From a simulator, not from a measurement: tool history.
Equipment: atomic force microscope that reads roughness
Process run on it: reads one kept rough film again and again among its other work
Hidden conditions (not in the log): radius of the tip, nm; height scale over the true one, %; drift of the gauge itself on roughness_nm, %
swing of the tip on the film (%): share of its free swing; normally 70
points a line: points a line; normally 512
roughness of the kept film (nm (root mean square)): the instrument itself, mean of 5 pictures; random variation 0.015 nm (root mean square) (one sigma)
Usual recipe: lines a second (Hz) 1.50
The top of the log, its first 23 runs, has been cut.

run	day	lines a second (Hz)	swing of the tip on the film (%)	points a line	pictures with this tip	hours of work since the height scale was calibrated	roughness of the kept film (nm (root mean square))
24	55.788	2.85	70	512	65	29	3.391
25	58.250	1.20	89	848	124	58	3.265
26	60.704	1.20	89	848	183	86	3.153
27	64.038	0.59	84	342	263	125	3.196
# day 64.596: new tip fitted
28	66.129	2.16	79	408	37	149	3.364
29	68.846	1.50	62	512	102	180	3.563
30	70.842	1.78	59	855	150	203	3.467
31	74.129	1.56	59	901	229	241	3.336
# day 76.179: new tip fitted
32	77.212	1.09	60	389	25	277	3.801
33	80.521	1.09	60	389	104	315	3.633
34	81.954	1.09	60	389	139	332	3.541
35	84.462	3.53	83	257	199	361	2.701
36	86.829	0.90	56	791	255	388	3.353
# day 87.767: new tip fitted
37	88.596	0.90	56	791	20	409	3.851
38	91.262	0.90	56	791	84	439	3.677
39	94.600	1.50	56	512	164	478	3.498
40	96.608	0.60	70	312	212	501	3.403
41	98.733	0.60	70	312	263	526	3.301
# day 99.358: new tip fitted
42	102.283	0.60	70	312	70	567	3.673
43	104.112	0.60	70	312	114	588	3.602
44	106.421	1.85	68	270	169	615	3.317
45	109.779	2.10	69	669	250	654	3.150
# day 110.817: new tip fitted
46	113.112	1.70	70	512	55	692	3.559
47	115.804	1.70	70	512	119	723	3.418

Alternative continuations, all from the tool just after run 47; predict every row:
A	117.762	1.50	77	512	166	746	?
B	117.762	0.54	70	512	166	746	?
C	117.762	1.70	70	258	166	746	?
D	117.762	1.78	85	759	166	746	?

run	roughness of the kept film (nm (root mean square))
A	3.276
B	3.507
C	3.333
D	3.084
With the hidden condition removed and each run's random variation left untouched, the same runs would have given:
run	roughness of the kept film (nm (root mean square))
A	3.638
B	3.895
C	3.702
D	3.424
